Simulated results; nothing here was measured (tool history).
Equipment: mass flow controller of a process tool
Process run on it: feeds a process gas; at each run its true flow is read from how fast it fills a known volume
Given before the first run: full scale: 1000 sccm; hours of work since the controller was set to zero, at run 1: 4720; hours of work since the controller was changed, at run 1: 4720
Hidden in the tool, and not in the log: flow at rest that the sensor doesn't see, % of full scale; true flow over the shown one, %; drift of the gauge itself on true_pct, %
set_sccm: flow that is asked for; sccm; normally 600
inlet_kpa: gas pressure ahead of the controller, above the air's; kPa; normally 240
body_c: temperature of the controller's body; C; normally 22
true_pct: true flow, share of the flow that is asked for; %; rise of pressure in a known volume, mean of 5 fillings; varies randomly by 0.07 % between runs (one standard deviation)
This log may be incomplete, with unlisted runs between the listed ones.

run,day,set_sccm,inlet_kpa,body_c,hours of work since the controller was set to zero,hours of work since the controller was changed,true_pct
1,0,600,240,22,4720,4720,101.52
2,5.875,600,240,22,4799,4799,101.47
3,14.117,600,240,22,4909,4909,101.58
4,20.392,600,240,22,4993,4993,101.68
5,25.379,600,178,22,5060,5060,102.07
6,33.067,600,178,22,5163,5163,101.98
7,39.383,600,178,22,5247,5247,102.06
8,49.962,600,178,22,5389,5389,102.14
9,55.517,600,178,22,5463,5463,102.29
# day 59.558: controller's zero set anew
10,60.762,600,178,22,16,5533,101.7
# day 65.012: controller exchanged for a calibrated one
11,70.354,600,240,27,71,71,98.4
12,74.871,600,240,27,132,132,98.5
13,84.962,600,240,27,267,267,98.62
14,93.012,600,240,27,375,375,98.66
15,99.879,600,240,22,467,467,98.46
16,106.825,600,257,22,560,560,98.42
17,114.175,600,257,22,658,658,98.63
18,122.262,600,257,22,766,766,98.48
19,131.717,600,258,22,893,893,98.66
20,141.883,600,240,22,1029,1029,98.88
21,148.971,187,240,22,1124,1124,97.91
22,153.396,600,240,22,1183,1183,98.9
23,163.258,600,240,22,1315,1315,99.01
24,167.558,600,240,22,1373,1373,99.15
25,176.488,337,240,22,1492,1492,98.46
26,184.125,337,240,22,1595,1595,98.53
27,193.246,373,167,23,1717,1717,99.16
28,200.654,677,166,33,1816,1816,100.54
29,206.304,321,192,27,1891,1891,99.23
30,214.775,321,192,27,2005,2005,99.28
31,219.554,321,192,27,2069,2069,99.46
32,226.267,321,192,27,2159,2159,99.49
33,234.742,152,231,22,2272,2272,99.02
34,242.362,600,240,30,2374,2374,100.12
35,248.729,600,240,32,2459,2459,100.21
36,256.9,600,238,22,2569,2569,99.79
37,266.858,726,168,33,2702,2702,101.22
38,273.008,726,168,33,2784,2784,101.18
39,277.362,612,144,26,2843,2843,100.78
40,287.421,341,237,22,2977,2977,99.64
41,293.904,600,163,22,3064,3064,100.61
42,303.488,600,163,22,3193,3193,100.74
43,312.138,562,240,22,3308,3308,100.26
44,317.396,562,240,22,3379,3379,100.27
45,326.317,562,240,22,3498,3498,100.44
46,333.929,380,228,25,3600,3600,100.31
47,338.188,404,255,30,3657,3657,100.53
48,343.229,726,255,31,3725,3725,101.36

Consider 4 possible next runs. They are alternatives, not a sequence: every one starts from the tool as it was left by run 48. What does each give?
A,347.671,327,263,22,3784,3784,?
B,347.671,449,200,25,3784,3784,?
C,347.671,152,223,23,3784,3784,?
D,347.671,428,241,34,3784,3784,?

run,true_pct
A,100.11
B,100.67
C,100.81
D,100.79
The same runs, with their run-to-run variation unchanged, on a tool lacking any hidden condition would have given:
run,true_pct
A,97.33
B,98.13
C,96.95
D,98.23

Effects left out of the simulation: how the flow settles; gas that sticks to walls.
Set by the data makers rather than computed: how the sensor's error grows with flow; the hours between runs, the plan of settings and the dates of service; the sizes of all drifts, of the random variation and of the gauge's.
